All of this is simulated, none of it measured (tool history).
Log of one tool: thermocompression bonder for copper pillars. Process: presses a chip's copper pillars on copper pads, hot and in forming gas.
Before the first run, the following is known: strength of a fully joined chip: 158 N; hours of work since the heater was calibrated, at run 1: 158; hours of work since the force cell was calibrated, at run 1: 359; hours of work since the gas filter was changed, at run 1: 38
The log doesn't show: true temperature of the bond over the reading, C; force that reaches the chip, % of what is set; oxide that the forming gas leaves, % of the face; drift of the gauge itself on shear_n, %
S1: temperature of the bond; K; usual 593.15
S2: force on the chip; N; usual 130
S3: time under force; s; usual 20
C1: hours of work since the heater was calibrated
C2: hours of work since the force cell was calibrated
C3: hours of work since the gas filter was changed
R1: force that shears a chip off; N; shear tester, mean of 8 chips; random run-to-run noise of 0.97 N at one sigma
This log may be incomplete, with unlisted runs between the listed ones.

| run | day | S1 | S2 | S3 | C1 | C2 | C3 | R1 |
|---|---|---|---|---|---|---|---|---|
| 1 | 0.000 | 593.15 | 130 | 20 | 158 | 359 | 38 | 79.5 |
| 2 | 2.062 | 593.15 | 130 | 34 | 193 | 395 | 73 | 94.2 |
| 3 | 3.729 | 593.15 | 130 | 34 | 222 | 423 | 101 | 91.1 |
| 4 | 6.929 | 593.15 | 130 | 34 | 277 | 478 | 156 | 86.3 |
|  | 7.246 | forming gas filter changed |
| 5 | 10.054 | 593.15 | 130 | 34 | 330 | 531 | 48 | 89.8 |
| 6 | 12.500 | 593.15 | 130 | 20 | 372 | 573 | 90 | 73.2 |
| 7 | 15.117 | 593.15 | 130 | 20 | 416 | 617 | 135 | 74.6 |
|  | 15.442 | heater calibrated with a thermocouple chip |
|  | 16.783 | forming gas filter changed |
| 8 | 17.500 | 593.15 | 130 | 20 | 35 | 656 | 12 | 74.7 |
| 9 | 20.121 | 593.15 | 130 | 20 | 80 | 701 | 57 | 74.6 |
|  | 20.408 | force cell calibrated |
| 10 | 23.229 | 593.15 | 130 | 20 | 132 | 48 | 109 | 76.4 |
| 11 | 25.792 | 593.15 | 130 | 20 | 176 | 92 | 153 | 75.1 |
|  | 26.354 | forming gas filter changed |
| 12 | 29.104 | 593.15 | 186 | 33 | 232 | 148 | 47 | 118.9 |
|  | 30.908 | heater calibrated with a thermocouple chip, once more |
| 13 | 32.529 | 593.15 | 146 | 28 | 28 | 205 | 104 | 96.0 |
| 14 | 35.458 | 593.15 | 146 | 28 | 78 | 256 | 154 | 91.5 |
|  | 35.979 | forming gas filter changed |
| 15 | 38.738 | 591.15 | 97 | 20 | 133 | 311 | 47 | 58.7 |
| 16 | 42.171 | 612.15 | 159 | 24 | 192 | 370 | 106 | 105.6 |
| 17 | 44.950 | 612.15 | 130 | 43 | 240 | 417 | 153 | 103.2 |
|  | 45.608 | forming gas filter changed |
| 18 | 48.254 | 623.15 | 127 | 43 | 296 | 473 | 45 | 113.2 |

Estimate the outcome of run 19 from the log above:
| 19 | 50.667 | 593.15 | 130 | 19 | 337 | 515 | 86 | ? |

{"run 19": {"R1": 73.9}}
Without the tool's hidden state the same run would have given R1 82.1 N.
